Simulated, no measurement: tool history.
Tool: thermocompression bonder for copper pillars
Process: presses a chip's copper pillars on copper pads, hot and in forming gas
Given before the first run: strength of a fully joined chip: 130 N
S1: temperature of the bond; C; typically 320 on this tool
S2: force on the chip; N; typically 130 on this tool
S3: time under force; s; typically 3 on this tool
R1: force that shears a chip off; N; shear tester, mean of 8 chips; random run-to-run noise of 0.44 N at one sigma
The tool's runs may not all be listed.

run	hour	S1	S2	S3	R1
1	0.0	320	130	3	46.3
2	8.4	320	149	3	53.3
# hour 15.7: heater calibrated with a thermocouple chip
3	17.8	320	83	3	29.2
4	24.6	350	130	3	64.4
5	31.5	350	155	3	75.2
6	40.0	350	155	3	75.4
7	47.6	320	130	2	41.5
# hour 49.6: force cell calibrated
8	55.5	304	108	3	32.1
9	61.2	320	130	2	41.3

What does the tool deliver on the next run?
10	72.4	316	130	7	?

{"run 10": {"R1": 61.7}}
If the tool had no hidden condition, the same run with the same run-to-run variation would have returned R1 62.5 N.
